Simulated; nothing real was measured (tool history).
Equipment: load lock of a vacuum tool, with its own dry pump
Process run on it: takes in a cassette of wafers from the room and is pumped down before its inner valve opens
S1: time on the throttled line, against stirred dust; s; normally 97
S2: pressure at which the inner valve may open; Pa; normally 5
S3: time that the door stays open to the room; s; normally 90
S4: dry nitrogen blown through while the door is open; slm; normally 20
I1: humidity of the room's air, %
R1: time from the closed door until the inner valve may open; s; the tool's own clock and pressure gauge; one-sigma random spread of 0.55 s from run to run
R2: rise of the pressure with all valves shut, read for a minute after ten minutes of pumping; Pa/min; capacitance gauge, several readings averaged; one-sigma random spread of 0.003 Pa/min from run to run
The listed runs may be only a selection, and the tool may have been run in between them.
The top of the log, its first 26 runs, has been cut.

run,day,S1,S2,S3,S4,I1,R1,R2
27,165.567,72,5,47,42,42.1,126.4,0.012
28,170.096,56,5,104,30,43,112.1,0.018
29,174.083,56,5,104,30,44.5,112.7,0.022
30,177.754,56,5,104,7,42.7,112.2,0.03
31,183.075,49,5,26,18,45.2,107,0.011
32,188.479,129,5,68,4,43.7,174.3,0.03
33,196.392,129,10,68,32,47.3,170.7,0.012
34,200.146,73,8,121,28,45.5,123.7,0.023
35,207.379,73,8,121,28,48.8,124.8,0.027
36,212.738,73,8,121,28,46.2,123.5,0.023
37,218.258,62,5,170,21,45,117.3,0.021
38,223.762,96,8,50,13,47.8,143.5,0.023

Below are 3 alternative next runs, each starting from the tool's condition after run 38. Predict each:
A,231.708,75,7,71,20,44.8,?,?
B,231.708,97,5,149,31,44.4,?,?
C,231.708,138,8,125,13,48.5,?,?

run,R1,R2
A,127.5,0.022
B,147.4,0.021
C,179.2,0.031
Without the tool's hidden state the same runs would have given:
run,R1,R2
A,127.5,0.022
B,147.4,0.02
C,179.2,0.031

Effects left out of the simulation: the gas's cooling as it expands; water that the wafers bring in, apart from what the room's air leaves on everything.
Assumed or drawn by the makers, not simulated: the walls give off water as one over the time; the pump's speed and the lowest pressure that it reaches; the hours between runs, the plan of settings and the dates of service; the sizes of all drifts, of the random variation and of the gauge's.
